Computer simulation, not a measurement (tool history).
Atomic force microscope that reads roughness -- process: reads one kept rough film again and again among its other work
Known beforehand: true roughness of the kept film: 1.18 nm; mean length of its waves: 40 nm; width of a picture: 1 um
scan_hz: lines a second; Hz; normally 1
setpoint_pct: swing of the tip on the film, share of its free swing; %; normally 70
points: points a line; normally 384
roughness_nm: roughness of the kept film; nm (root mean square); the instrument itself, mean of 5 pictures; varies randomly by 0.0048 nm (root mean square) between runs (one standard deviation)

{"run": 1, "hour": 0.0, "scan_hz": 1, "setpoint_pct": 70, "points": 384, "roughness_nm": 1.096}
{"run": 2, "hour": 14.3, "scan_hz": 1, "setpoint_pct": 57, "points": 384, "roughness_nm": 1.122}
{"run": 3, "hour": 26.2, "scan_hz": 1, "setpoint_pct": 57, "points": 384, "roughness_nm": 1.124}
{"run": 4, "hour": 44.7, "scan_hz": 1, "setpoint_pct": 70, "points": 384, "roughness_nm": 1.097}
{"run": 5, "hour": 62.6, "scan_hz": 1, "setpoint_pct": 70, "points": 384, "roughness_nm": 1.1}
{"hour": 64.9, "done": "new tip fitted"}
{"run": 6, "hour": 75.2, "scan_hz": 1, "setpoint_pct": 79, "points": 384, "roughness_nm": 1.072}
{"run": 7, "hour": 85.2, "scan_hz": 1, "setpoint_pct": 87, "points": 384, "roughness_nm": 1.041}
{"run": 8, "hour": 102.4, "scan_hz": 1, "setpoint_pct": 87, "points": 384, "roughness_nm": 1.038}
{"run": 9, "hour": 113.8, "scan_hz": 1, "setpoint_pct": 87, "points": 384, "roughness_nm": 1.051}
{"run": 10, "hour": 132.5, "scan_hz": 1, "setpoint_pct": 87, "points": 384, "roughness_nm": 1.043}
{"run": 11, "hour": 151.2, "scan_hz": 1, "setpoint_pct": 83, "points": 384, "roughness_nm": 1.057}
{"hour": 155.1, "done": "new tip fitted"}
{"run": 12, "hour": 168.6, "scan_hz": 1, "setpoint_pct": 59, "points": 384, "roughness_nm": 1.11}
{"run": 13, "hour": 182.4, "scan_hz": 1, "setpoint_pct": 70, "points": 514, "roughness_nm": 1.098}
{"run": 14, "hour": 190.2, "scan_hz": 1, "setpoint_pct": 70, "points": 384, "roughness_nm": 1.095}
{"run": 15, "hour": 208.1, "scan_hz": 1, "setpoint_pct": 89, "points": 384, "roughness_nm": 1.034}
{"run": 16, "hour": 218.3, "scan_hz": 1, "setpoint_pct": 89, "points": 731, "roughness_nm": 1.046}
{"run": 17, "hour": 228.0, "scan_hz": 1, "setpoint_pct": 89, "points": 731, "roughness_nm": 1.047}
{"run": 18, "hour": 239.3, "scan_hz": 1, "setpoint_pct": 89, "points": 731, "roughness_nm": 1.045}
{"hour": 245.3, "done": "new tip fitted"}
{"run": 19, "hour": 248.5, "scan_hz": 1, "setpoint_pct": 73, "points": 437, "roughness_nm": 1.091}
{"run": 20, "hour": 259.9, "scan_hz": 2.31, "setpoint_pct": 68, "points": 262, "roughness_nm": 1.061}
{"run": 21, "hour": 269.1, "scan_hz": 2.31, "setpoint_pct": 80, "points": 547, "roughness_nm": 0.998}
{"run": 22, "hour": 286.7, "scan_hz": 2.31, "setpoint_pct": 80, "points": 547, "roughness_nm": 0.993}
{"run": 23, "hour": 295.6, "scan_hz": 0.66, "setpoint_pct": 62, "points": 666, "roughness_nm": 1.123}
{"run": 24, "hour": 306.7, "scan_hz": 0.65, "setpoint_pct": 80, "points": 384, "roughness_nm": 1.099}
{"run": 25, "hour": 315.0, "scan_hz": 1.32, "setpoint_pct": 88, "points": 326, "roughness_nm": 1.012}
{"run": 26, "hour": 323.7, "scan_hz": 1.32, "setpoint_pct": 88, "points": 326, "roughness_nm": 1.008}
{"hour": 334.9, "done": "new tip fitted"}
{"run": 27, "hour": 341.6, "scan_hz": 0.96, "setpoint_pct": 57, "points": 682, "roughness_nm": 1.126}
{"run": 28, "hour": 353.1, "scan_hz": 3.66, "setpoint_pct": 71, "points": 362, "roughness_nm": 1.002}
{"run": 29, "hour": 361.0, "scan_hz": 3.66, "setpoint_pct": 71, "points": 362, "roughness_nm": 1.005}

Run 30 has not been measured yet. What should we expect?
{"run": 30, "hour": 375.8, "scan_hz": 3.66, "setpoint_pct": 71, "points": 362, "roughness_nm": "?"}

Logged for run 30: roughness_nm 0.997 nm (root mean square).
The same run, on a tool lacking any hidden state, would have yielded roughness_nm 0.998 nm (root mean square).
